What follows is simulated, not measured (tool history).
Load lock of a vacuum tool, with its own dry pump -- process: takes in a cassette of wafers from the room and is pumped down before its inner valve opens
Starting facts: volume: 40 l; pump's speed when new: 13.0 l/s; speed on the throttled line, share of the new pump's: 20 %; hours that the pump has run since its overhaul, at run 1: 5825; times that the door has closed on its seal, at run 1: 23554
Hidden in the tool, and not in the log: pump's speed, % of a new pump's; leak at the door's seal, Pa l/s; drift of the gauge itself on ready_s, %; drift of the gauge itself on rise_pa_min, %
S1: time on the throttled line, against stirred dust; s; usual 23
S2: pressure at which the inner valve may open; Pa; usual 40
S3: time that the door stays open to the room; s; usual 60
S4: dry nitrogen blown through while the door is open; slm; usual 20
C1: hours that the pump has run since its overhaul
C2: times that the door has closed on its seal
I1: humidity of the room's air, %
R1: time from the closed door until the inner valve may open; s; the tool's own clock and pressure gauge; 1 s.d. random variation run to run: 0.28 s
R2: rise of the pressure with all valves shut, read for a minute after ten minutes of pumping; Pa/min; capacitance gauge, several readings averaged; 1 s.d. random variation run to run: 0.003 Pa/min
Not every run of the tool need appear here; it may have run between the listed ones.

| run | hour | S1 | S2 | S3 | S4 | C1 | C2 | I1 | R1 | R2 |
|---|---|---|---|---|---|---|---|---|---|---|
| 1 | 0 | 23 | 40 | 60 | 20 | 5825 | 23554 | 45.1 | 44.5 | 0.344 |
| 2 | 163.9 | 23 | 40 | 60 | 20 | 5989 | 24080 | 44.2 | 44.8 | 0.352 |
| 3 | 243.4 | 23 | 40 | 60 | 20 | 6068 | 24334 | 45.6 | 44.8 | 0.361 |
| 4 | 371.9 | 23 | 40 | 60 | 20 | 6197 | 24746 | 41.6 | 44.8 | 0.356 |
| 5 | 560.1 | 23 | 40 | 60 | 20 | 6385 | 25349 | 40.2 | 44.5 | 0.373 |
| 6 | 697.2 | 24 | 40 | 60 | 14 | 6522 | 25789 | 44.3 | 44.9 | 0.387 |
| 7 | 824.5 | 16 | 53 | 233 | 39 | 6649 | 26197 | 42.3 | 38.4 | 0.417 |
| 8 | 1006.9 | 16 | 53 | 233 | 39 | 6832 | 26782 | 46.3 | 38.5 | 0.432 |
| 9 | 1097.8 | 20 | 40 | 60 | 20 | 6923 | 27073 | 45.6 | 42.5 | 0.406 |
| 10 | 1227.6 | 20 | 40 | 60 | 20 | 7053 | 27489 | 42.2 | 42.2 | 0.422 |

Below, some changes in R1 between adjacent runs. For each, the amount present without the hidden state too (settings, incoming material, random variation) and the amount remaining for the hidden state with gauge scatter not shared by both compared results:
Run 6 -> 7: S1 24 -> 16, S2 40 -> 53, S3 60 -> 233, S4 14 -> 39. R1 -6.5 s: hidden state +0.3, all else -6.8.

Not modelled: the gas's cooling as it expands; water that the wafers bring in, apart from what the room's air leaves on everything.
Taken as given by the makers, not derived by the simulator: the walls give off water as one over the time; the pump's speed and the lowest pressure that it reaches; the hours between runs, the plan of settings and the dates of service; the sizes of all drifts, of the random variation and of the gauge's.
